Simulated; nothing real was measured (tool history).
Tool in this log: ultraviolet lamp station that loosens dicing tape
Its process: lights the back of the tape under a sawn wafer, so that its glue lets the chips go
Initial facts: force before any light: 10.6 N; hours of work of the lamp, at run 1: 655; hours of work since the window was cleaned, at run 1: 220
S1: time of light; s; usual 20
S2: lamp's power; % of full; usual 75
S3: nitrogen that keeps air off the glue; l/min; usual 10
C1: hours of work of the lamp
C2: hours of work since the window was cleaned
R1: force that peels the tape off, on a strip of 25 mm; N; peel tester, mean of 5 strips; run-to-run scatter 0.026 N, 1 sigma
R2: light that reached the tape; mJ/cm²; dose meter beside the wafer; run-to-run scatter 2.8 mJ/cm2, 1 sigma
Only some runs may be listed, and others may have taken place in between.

run,day,S1,S2,S3,C1,C2,R1,R2
1,0.000,20,75,10,655,220,1.303,395
2,1.004,20,75,10,670,235,1.259,392
3,2.821,20,75,10,697,262,1.290,395
4,4.350,20,75,10,719,285,1.292,393
# day 4.871: window cleaned of glue's vapour
5,5.550,20,75,10,737,10,1.249,396
6,7.188,25,75,10,761,34,0.826,494
7,9.450,25,75,10,795,68,0.843,489
8,11.475,10,72,10,825,98,3.581,189
# day 12.367: lamp changed
9,13.792,25,64,7,21,132,1.408,415
10,15.938,25,64,7,53,164,1.349,419

What differs in the tool's unlogged condition from the final listed run ahead of each entry between runs to the first listed run following it?
After run 4, before run 5: window cleaned of glue's vapour (day 4.871)
  light that the window lets through, % of a clean one's: 99.9 -> 100
After run 8, before run 9: lamp changed (day 12.367)
  lamp's light, % of a new lamp's: 99.7 -> 100
